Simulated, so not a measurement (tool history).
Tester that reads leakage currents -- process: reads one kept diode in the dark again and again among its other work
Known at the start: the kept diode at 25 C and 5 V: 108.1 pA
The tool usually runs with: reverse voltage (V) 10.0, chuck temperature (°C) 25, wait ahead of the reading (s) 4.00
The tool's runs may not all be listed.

run     day  reverse voltage (V)  chuck temperature (°C)  wait ahead of the reading (s)  current that the tester gives (pA)
  1   0.000                 10.0                      25                           4.00                              168.12
  2   2.604                 19.0                      25                           4.00                              226.76
  3   4.104                 10.0                      25                           4.00                              168.66
  4   7.462                  7.1                      25                           4.00                              145.29
  5  10.833                  7.1                      25                           4.00                              146.21
  6  14.029                 10.0                      25                           8.39                              170.87
  7  17.229                  2.4                      25                           4.00                               91.81
  8  20.321                 10.0                      25                           4.00                              172.51
  9  22.662                 10.0                      25                           4.00                              172.91
 10  24.346                 10.0                      25                           4.00                              174.02
 11  26.421                 10.0                      25                           4.00                              175.06
 12  28.279                 10.0                      25                           4.00                              174.79
 13  30.942                 10.0                      25                           4.00                              175.52
 14  32.608                 18.7                      25                           6.90                              234.93
 15  34.704                 18.7                      25                           6.90                              235.35
 16  37.950                  3.9                      25                           4.02                              115.84
 17  39.717                  1.0                      55                           0.50                              527.76
 18  42.121                 10.0                      25                           0.52                              182.05
 19  44.858                 10.0                      37                           1.92                              418.85
 20  48.121                 10.0                      37                           1.92                              419.06
 21  50.625                 10.0                      37                           1.92                              419.25
 22  53.200                 10.0                      38                           5.72                              451.84
 23  55.079                 13.2                      38                           4.00                              509.33

Table of differences, measured result less the result of that run with no hidden state. Run-to-run variation is the same in both. Gauge scatter possibly is not:
The hidden state here: stray current of the dirty probe card, pA a volt; current scale over the true one, %; true chuck temperature over the reading, C; drift of the gauge itself on leakage_pa, %.
run  current that the tester gives (pA)
  1                              +23.56
  2                              +37.79
  3                              +24.47
  4                              +20.20
  5                              +20.87
  6                              +26.72
  7                              +11.66
  8                              +28.23
  9                              +28.80
 10                              +29.32
 11                              +29.89
 12                              +30.23
 13                              +30.89
 14                              +47.89
 15                              +48.52
 16                              +18.24
 17                              +53.62
 18                              +33.46
 19                              +60.37
 20                              +61.57
 21                              +62.52
 22                              +67.27
 23                              +79.13

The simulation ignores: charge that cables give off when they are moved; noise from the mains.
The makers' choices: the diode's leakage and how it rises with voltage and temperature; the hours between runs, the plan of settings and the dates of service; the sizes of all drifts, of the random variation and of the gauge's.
